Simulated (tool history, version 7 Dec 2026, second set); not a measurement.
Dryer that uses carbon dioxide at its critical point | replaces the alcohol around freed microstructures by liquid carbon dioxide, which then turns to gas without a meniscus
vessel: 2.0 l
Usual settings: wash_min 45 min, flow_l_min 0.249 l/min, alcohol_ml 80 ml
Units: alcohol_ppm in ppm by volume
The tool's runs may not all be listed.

run,hour,wash_min,flow_l_min,alcohol_ml,alcohol_ppm
1,0,45,0.249,80,447
2,8.8,45,0.249,80,469
3,18.5,45,0.249,80,472
4,25.7,45,0.249,80,463
5,39.8,45,0.249,80,491
6,46.4,45,0.249,80,474
7,61.3,45,0.249,80,493
8,72.3,45,0.348,80,145
9,87.1,45,0.273,80,369
10,98.5,45,0.273,80,370
11,109.6,45,0.249,80,515
12,120.2,45,0.249,80,530
13,129.7,45,0.249,80,531
14,144.4,45,0.249,80,541
15,153.1,45,0.249,80,531
16,163.6,45,0.249,80,546
17,172.3,45,0.249,54,399
18,182.7,43,0.191,99,1878
19,192.6,45,0.249,23,229
20,198.8,45,0.249,23,224
21,211.5,31,0.197,80,3600
22,223.4,31,0.197,80,3577
23,237.7,29,0.185,80,4820
24,248.3,37,0.225,103,2040
25,262,37,0.225,103,2028
26,273,37,0.225,103,2053
27,287.2,30,0.225,35,1391
28,295.7,45,0.364,80,190
29,304.9,52,0.419,42,128
30,317,32,0.173,63,3623
31,323.6,71,0.194,20,179
32,331.4,45,0.194,71,1300
33,344.2,45,0.194,71,1300
34,357.6,31,0.194,56,2760

Hidden state or all else? Some run-to-run changes of alcohol_ppm, split into what the settings, what came in and random variation would give without the hidden state, and what is left for the hidden state (with any gauge scatter that isn't in both results):
The hidden state here: flow that reaches the vessel past the clogged filter, %; alcohol in the recycled carbon dioxide, ppm; drift of the gauge itself on alcohol_ppm, %.
Run 20 -> 21: wash_min 45 -> 31, flow_l_min 0.249 -> 0.197, alcohol_ml 23 -> 80. alcohol_ppm +3376 ppm by volume: hidden state +641, all else +2735.
Run 29 -> 30: wash_min 52 -> 32, flow_l_min 0.419 -> 0.173, alcohol_ml 42 -> 63. alcohol_ppm +3495 ppm by volume: hidden state +737, all else +2758.
Run 30 -> 31: wash_min 32 -> 71, flow_l_min 0.173 -> 0.194, alcohol_ml 63 -> 20. alcohol_ppm -3444 ppm by volume: hidden state -712, all else -2732.

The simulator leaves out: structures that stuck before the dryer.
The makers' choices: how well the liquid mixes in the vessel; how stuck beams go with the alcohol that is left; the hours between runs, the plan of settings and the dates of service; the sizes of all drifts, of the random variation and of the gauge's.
